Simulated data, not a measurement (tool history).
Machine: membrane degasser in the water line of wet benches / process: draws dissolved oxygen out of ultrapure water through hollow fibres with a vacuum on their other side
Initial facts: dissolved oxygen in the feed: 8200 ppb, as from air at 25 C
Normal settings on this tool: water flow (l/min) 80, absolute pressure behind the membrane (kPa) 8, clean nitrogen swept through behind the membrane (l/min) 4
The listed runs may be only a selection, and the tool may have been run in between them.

| run | hour | water flow (l/min) | absolute pressure behind the membrane (kPa) | clean nitrogen swept through behind the membrane (l/min) | dissolved oxygen in the water behind the degasser (ppb) | pressure that the water loses in the fibres (kPa) |
|---|---|---|---|---|---|---|
| 1 | 0 | 80 | 8 | 4 | 235.1 | 65.41 |
| 2 | 326.9 | 80 | 8 | 4 | 231.9 | 65.85 |
| 3 | 532.4 | 80 | 8 | 4 | 235.6 | 65.75 |
| 4 | 805.9 | 80 | 8 | 4 | 236.8 | 65.68 |
| 5 | 1035 | 80 | 8 | 4 | 236.8 | 65.72 |
| 6 | 1246.6 | 80 | 8 | 4 | 239.8 | 66.07 |
| 7 | 1451.9 | 80 | 8 | 6.51 | 155 | 66.28 |
| 8 | 1757.7 | 80 | 8 | 6.51 | 159 | 66.55 |
|  | 1978.1 | vacuum gauge calibrated |
| 9 | 2071.2 | 80 | 11.16 | 6.51 | 230.5 | 66.59 |
|  | 2131.2 | seals of the vacuum lines changed |
| 10 | 2416.7 | 80 | 11.16 | 6.51 | 226.5 | 66.73 |
| 11 | 2650.5 | 80 | 11.16 | 6.51 | 228.2 | 66.68 |
| 12 | 2999.8 | 80 | 8 | 4 | 217.7 | 66.77 |
| 13 | 3317.2 | 80 | 8 | 4 | 220.7 | 66.92 |
| 14 | 3566.6 | 80 | 8 | 4 | 222.8 | 66.78 |
| 15 | 3758.5 | 80 | 8 | 4 | 219.8 | 67.08 |
| 16 | 4013.1 | 80 | 8 | 4 | 218.1 | 67.07 |
| 17 | 4337.9 | 80 | 8 | 4 | 224 | 67.73 |
| 18 | 4619.5 | 52 | 8 | 2.46 | 231.7 | 43.77 |
| 19 | 4790.2 | 52 | 8 | 2.46 | 229.7 | 43.4 |
| 20 | 5013.5 | 124 | 5.97 | 1.98 | 351.7 | 104.69 |
| 21 | 5300.2 | 54 | 9.74 | 1.98 | 386.3 | 45.69 |
| 22 | 5618.2 | 80 | 6.58 | 1.69 | 337.8 | 67.57 |
| 23 | 5976.2 | 107 | 12.53 | 2.39 | 799.9 | 90.34 |
| 24 | 6325.8 | 82 | 12.53 | 7.77 | 243.9 | 69.53 |
| 25 | 6531.8 | 82 | 12.53 | 7.77 | 244.9 | 69.68 |
| 26 | 6796.8 | 88 | 7.3 | 3.21 | 266.6 | 75.04 |
| 27 | 7078.2 | 80 | 8 | 4.31 | 223.5 | 68.11 |
| 28 | 7248.1 | 113 | 8.5 | 8.7 | 186.2 | 96.78 |
| 29 | 7425.3 | 57 | 11.21 | 5.42 | 210 | 48.41 |
| 30 | 7618.9 | 60 | 8.71 | 5.42 | 157.3 | 51.33 |
| 31 | 7941.8 | 60 | 8.71 | 5.42 | 160.3 | 51.38 |

Predict each of these 5 candidate next runs independently; none follows another, all start after run 31:
|  | 8094.3 | vacuum gauge calibrated |
| A | 8200.9 | 80 | 8.65 | 4 | ? | ? |
|  | 8094.3 | vacuum gauge calibrated |
| B | 8200.9 | 80 | 8 | 2 | ? | ? |
|  | 8094.3 | vacuum gauge calibrated |
| C | 8200.9 | 60 | 8.71 | 6.58 | ? | ? |
|  | 8094.3 | vacuum gauge calibrated |
| D | 8200.9 | 86 | 5.74 | 5.42 | ? | ? |
|  | 8094.3 | vacuum gauge calibrated |
| E | 8200.9 | 49 | 16.64 | 1.85 | ? | ? |

| run | dissolved oxygen in the water behind the degasser (ppb) | pressure that the water loses in the fibres (kPa) |
|---|---|---|
| A | 246.3 | 68.55 |
| B | 374.5 | 68.72 |
| C | 123.4 | 51.26 |
| D | 99.7 | 73.74 |
| E | 719.6 | 42.13 |
Without the tool's hidden state the same runs would have given:
| run | dissolved oxygen in the water behind the degasser (ppb) | pressure that the water loses in the fibres (kPa) |
|---|---|---|
| A | 242.4 | 65.5 |
| B | 371 | 65.68 |
| C | 120.8 | 48.97 |
| D | 96.3 | 70.46 |
| E | 713.3 | 40.27 |
